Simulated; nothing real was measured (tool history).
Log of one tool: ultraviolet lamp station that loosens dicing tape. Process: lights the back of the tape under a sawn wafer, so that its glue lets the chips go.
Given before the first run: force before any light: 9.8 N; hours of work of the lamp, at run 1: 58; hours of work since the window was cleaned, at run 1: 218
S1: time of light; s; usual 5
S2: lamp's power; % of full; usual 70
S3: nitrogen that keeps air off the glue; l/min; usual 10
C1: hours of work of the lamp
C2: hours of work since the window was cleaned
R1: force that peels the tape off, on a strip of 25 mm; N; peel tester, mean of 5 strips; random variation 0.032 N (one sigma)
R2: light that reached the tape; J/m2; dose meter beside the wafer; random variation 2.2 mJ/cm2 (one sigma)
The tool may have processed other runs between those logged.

run 1 day=0.000 | S1=5 S2=70 S3=10 | C1=58 C2=218 | R1=1.763 R2=1900
run 2 day=0.500 | S1=5 S2=70 S3=10 | C1=67 C2=227 | R1=1.765 R2=1880
run 3 day=1.517 | S1=5 S2=70 S3=10 | C1=85 C2=245 | R1=1.879 R2=1840
run 4 day=2.112 | S1=3 S2=70 S3=10 | C1=96 C2=255 | R1=3.439 R2=1120
run 5 day=2.738 | S1=3 S2=70 S3=10 | C1=107 C2=267 | R1=3.461 R2=1130
run 6 day=3.225 | S1=3 S2=70 S3=13 | C1=116 C2=275 | R1=3.303 R2=1090
run 7 day=3.950 | S1=3 S2=70 S3=13 | C1=128 C2=288 | R1=3.290 R2=1090
run 8 day=4.625 | S1=3 S2=70 S3=13 | C1=141 C2=300 | R1=3.269 R2=1110
run 9 day=5.442 | S1=5 S2=93 S3=10 | C1=155 C2=315 | R1=1.186 R2=2450
run 10 day=6.475 | S1=8 S2=64 S3=14 | C1=174 C2=333 | R1=0.844 R2=2660
run 11 day=7.083 | S1=6 S2=64 S3=4 | C1=184 C2=344 | R1=2.482 R2=2020
run 12 day=7.983 | S1=6 S2=64 S3=4 | C1=201 C2=360 | R1=2.519 R2=1950
-- day=8.046 window cleaned of glue's vapour
run 13 day=8.950 | S1=3 S2=70 S3=3 | C1=217 C2=16 | R1=4.987 R2=1070
run 14 day=10.004 | S1=3 S2=70 S3=3 | C1=236 C2=35 | R1=5.054 R2=1020

Estimate the outcome of run 15 from the log above:
run 15 day=10.529 | S1=4 S2=62 S3=3 | C1=246 C2=44 | R1=? R2=?

Run 15 gave R1 4.673 N, R2 1220 J/m2.
If the tool had no hidden condition, the same run with the same run-to-run variation would have returned R1 4.048 N, R2 1450 J/m2.

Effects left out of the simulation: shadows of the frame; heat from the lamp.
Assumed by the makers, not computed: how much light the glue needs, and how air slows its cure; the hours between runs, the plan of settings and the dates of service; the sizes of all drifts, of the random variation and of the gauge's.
